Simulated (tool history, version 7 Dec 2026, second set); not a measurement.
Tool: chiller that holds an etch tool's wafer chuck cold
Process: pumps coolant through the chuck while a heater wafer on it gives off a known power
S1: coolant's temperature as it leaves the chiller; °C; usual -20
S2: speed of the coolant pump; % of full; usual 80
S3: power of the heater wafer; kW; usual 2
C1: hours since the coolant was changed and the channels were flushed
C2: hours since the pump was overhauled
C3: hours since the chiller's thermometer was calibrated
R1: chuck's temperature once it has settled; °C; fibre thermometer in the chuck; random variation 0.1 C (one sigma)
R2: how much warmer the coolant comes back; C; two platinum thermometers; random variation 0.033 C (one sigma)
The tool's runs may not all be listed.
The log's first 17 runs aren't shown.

{"hour": 374.4, "done": "coolant pump overhauled, once more"}
{"run": 18, "hour": 387.5, "S1": -12, "S2": 81, "S3": 1.098, "C1": 6863, "C2": 13, "C3": 3328, "R1": -1.8, "R2": 2.44}
{"run": 19, "hour": 407.8, "S1": -29, "S2": 81, "S3": 1.263, "C1": 6883, "C2": 33, "C3": 3349, "R1": -17.3, "R2": 2.81}
{"run": 20, "hour": 428.1, "S1": -29, "S2": 81, "S3": 1.263, "C1": 6904, "C2": 54, "C3": 3369, "R1": -17.2, "R2": 2.84}
{"run": 21, "hour": 451.1, "S1": -20, "S2": 95, "S3": 2, "C1": 6927, "C2": 77, "C3": 3392, "R1": -3.5, "R2": 3.73}
{"run": 22, "hour": 481.2, "S1": -20, "S2": 95, "S3": 2, "C1": 6957, "C2": 107, "C3": 3422, "R1": -3.4, "R2": 3.71}
{"run": 23, "hour": 504.6, "S1": -20, "S2": 80, "S3": 1.36, "C1": 6980, "C2": 130, "C3": 3445, "R1": -6.9, "R2": 3.11}
{"run": 24, "hour": 533.5, "S1": -20, "S2": 80, "S3": 1.36, "C1": 7009, "C2": 159, "C3": 3474, "R1": -7, "R2": 3.09}
{"run": 25, "hour": 550.5, "S1": -20, "S2": 93, "S3": 1.509, "C1": 7026, "C2": 176, "C3": 3491, "R1": -7.4, "R2": 2.92}
{"run": 26, "hour": 574.0, "S1": -20, "S2": 93, "S3": 1.509, "C1": 7050, "C2": 200, "C3": 3515, "R1": -7.3, "R2": 2.92}
{"run": 27, "hour": 603.5, "S1": -25, "S2": 96, "S3": 2, "C1": 7079, "C2": 229, "C3": 3544, "R1": -8.6, "R2": 3.72}
{"run": 28, "hour": 626.6, "S1": -27, "S2": 88, "S3": 1.67, "C1": 7102, "C2": 252, "C3": 3568, "R1": -12.2, "R2": 3.41}
{"run": 29, "hour": 655.5, "S1": -27, "S2": 88, "S3": 1.67, "C1": 7131, "C2": 281, "C3": 3596, "R1": -12.3, "R2": 3.43}
{"run": 30, "hour": 668.5, "S1": -27, "S2": 74, "S3": 1.562, "C1": 7144, "C2": 294, "C3": 3609, "R1": -10.9, "R2": 3.85}

The next listed run, before its measurement:
{"run": 31, "hour": 683.5, "S1": -27, "S2": 74, "S3": 1.562, "C1": 7159, "C2": 309, "C3": 3624, "R1": "?", "R2": "?"}

{"run 31": {"R1": -10.8, "R2": 3.89}}
Without the tool's hidden state the same run would have given R1 -13 °C, R2 3.87 C.
